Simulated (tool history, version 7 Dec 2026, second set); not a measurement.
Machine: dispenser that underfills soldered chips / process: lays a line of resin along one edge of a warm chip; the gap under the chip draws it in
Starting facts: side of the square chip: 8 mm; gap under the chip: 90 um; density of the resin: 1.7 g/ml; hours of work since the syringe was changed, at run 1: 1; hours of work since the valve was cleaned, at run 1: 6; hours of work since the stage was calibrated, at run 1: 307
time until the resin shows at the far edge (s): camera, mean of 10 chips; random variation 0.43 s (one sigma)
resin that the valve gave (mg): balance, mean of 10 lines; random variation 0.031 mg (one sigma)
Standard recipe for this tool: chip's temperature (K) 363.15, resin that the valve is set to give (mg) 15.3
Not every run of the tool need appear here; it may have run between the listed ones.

run,day,chip's temperature (K),resin that the valve is set to give (mg),hours of work since the syringe was changed,hours of work since the valve was cleaned,hours of work since the stage was calibrated,time until the resin shows at the far edge (s),resin that the valve gave (mg)
1,0.000,363.15,15.3,1,6,307,35.0,15.23
# day 0.350: new syringe of resin
2,0.383,363.15,15.3,0,11,313,33.5,15.16
# day 0.800: new syringe of resin
3,0.917,363.15,15.3,2,19,320,34.4,15.13
# day 1.242: new syringe of resin
4,1.417,363.15,15.3,3,26,328,37.4,15.06
# day 1.692: new syringe of resin
5,1.912,363.15,15.3,3,33,335,37.3,14.93
# day 2.167: new syringe of resin
6,2.262,363.15,15.3,1,38,340,33.5,14.95
# day 2.621: new syringe of resin
7,2.662,360.15,15.3,1,44,345,37.2,14.83
# day 3.062: new syringe of resin
8,3.204,360.15,15.3,2,52,353,41.8,14.83
# day 3.404: dispensing valve cleaned and set on the balance
# day 3.542: new syringe of resin
9,3.583,360.15,18.5,1,3,358,37.9,18.38
# day 3.975: new syringe of resin
10,4.033,360.15,18.5,1,9,365,37.6,18.30
# day 4.446: new syringe of resin
11,4.446,360.15,18.5,0,15,371,35.5,18.31
12,4.817,360.15,18.5,6,20,376,46.5,18.24
# day 4.896: new syringe of resin
# day 5.333: new syringe of resin
13,5.408,351.15,15.3,1,29,384,56.2,14.99
# day 5.779: new syringe of resin
14,5.908,351.15,15.3,2,36,392,59.4,14.90
# day 6.208: new syringe of resin
15,6.225,351.15,15.3,0,41,396,56.0,14.88
16,6.617,363.15,15.3,6,46,402,44.1,14.80
# day 6.667: new syringe of resin
# day 7.104: new syringe of resin
17,7.154,363.15,15.3,1,54,410,33.7,14.78
# day 7.229: dispensing valve cleaned and set on the balance
# day 7.596: new syringe of resin
18,7.671,363.15,15.3,1,6,416,34.3,15.26
# day 8.046: new syringe of resin
19,8.225,359.15,15.9,3,14,424,45.2,15.65
# day 8.483: new syringe of resin
20,8.538,359.15,15.9,1,19,429,40.5,15.75
# day 8.925: new syringe of resin
21,9.038,363.15,16.9,2,26,436,35.6,16.62
# day 9.358: new syringe of resin
22,9.512,363.15,16.9,2,33,443,35.8,16.52
# day 9.833: new syringe of resin
23,9.917,363.15,16.9,1,39,449,34.5,16.47
24,10.179,376.15,15.3,5,43,453,25.3,14.93

What will run 25 give?
# day 10.267: new syringe of resin
# day 10.729: new syringe of resin
25,10.754,350.15,18.8,0,51,461,?,?

{"run 25": {"time until the resin shows at the far edge (s)": 58.3, "resin that the valve gave (mg)": 18.24}}
The same run, on a tool lacking any hidden state, would have yielded time until the resin shows at the far edge (s) 52.6, resin that the valve gave (mg) 18.82.
